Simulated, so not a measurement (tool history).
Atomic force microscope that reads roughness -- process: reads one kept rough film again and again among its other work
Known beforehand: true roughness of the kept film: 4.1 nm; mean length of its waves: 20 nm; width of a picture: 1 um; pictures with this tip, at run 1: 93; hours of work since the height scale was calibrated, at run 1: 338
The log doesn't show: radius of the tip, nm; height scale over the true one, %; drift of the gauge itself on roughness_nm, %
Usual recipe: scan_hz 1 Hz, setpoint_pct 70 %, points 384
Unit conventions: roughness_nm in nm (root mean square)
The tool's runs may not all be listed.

run	hour	scan_hz	setpoint_pct	points	pictures with this tip	hours of work since the height scale was calibrated	roughness_nm
1	0	1	70	384	93	338	2.619
2	11.8	1	70	384	115	347	2.562
3	22.4	1	70	384	134	355	2.506
4	40.9	1	70	384	167	370	2.396
5	56.6	1	70	384	196	382	2.31
6	72.1	1	70	384	224	393	2.235
7	84.2	1	70	384	246	403	2.183
8	103.3	1	70	384	280	417	2.105
9	118.9	2.23	58	384	309	429	2.059
10	136.6	2.23	58	384	341	443	1.96
# hour 146: new tip fitted
11	149	1.36	62	556	5	452	3.031
# hour 150.9: height scale calibrated on a step standard
12	162.1	1.36	62	556	27	9	2.914
13	179.6	1.12	73	824	59	22	2.77
14	191.1	2.09	70	557	80	31	2.618
15	210.3	2.09	70	557	114	45	2.514

Each row is a separate what-if for the run after 15, all from the same tool condition, not one after another. Results?
A	222.7	0.73	70	492	137	55	?
B	222.7	0.84	79	933	137	55	?
C	222.7	2.73	65	369	137	55	?

run	roughness_nm
A	2.535
B	2.512
C	2.403
Had the tool no hidden state, the same runs would have come out as:
run	roughness_nm
A	3.106
B	3.081
C	2.945

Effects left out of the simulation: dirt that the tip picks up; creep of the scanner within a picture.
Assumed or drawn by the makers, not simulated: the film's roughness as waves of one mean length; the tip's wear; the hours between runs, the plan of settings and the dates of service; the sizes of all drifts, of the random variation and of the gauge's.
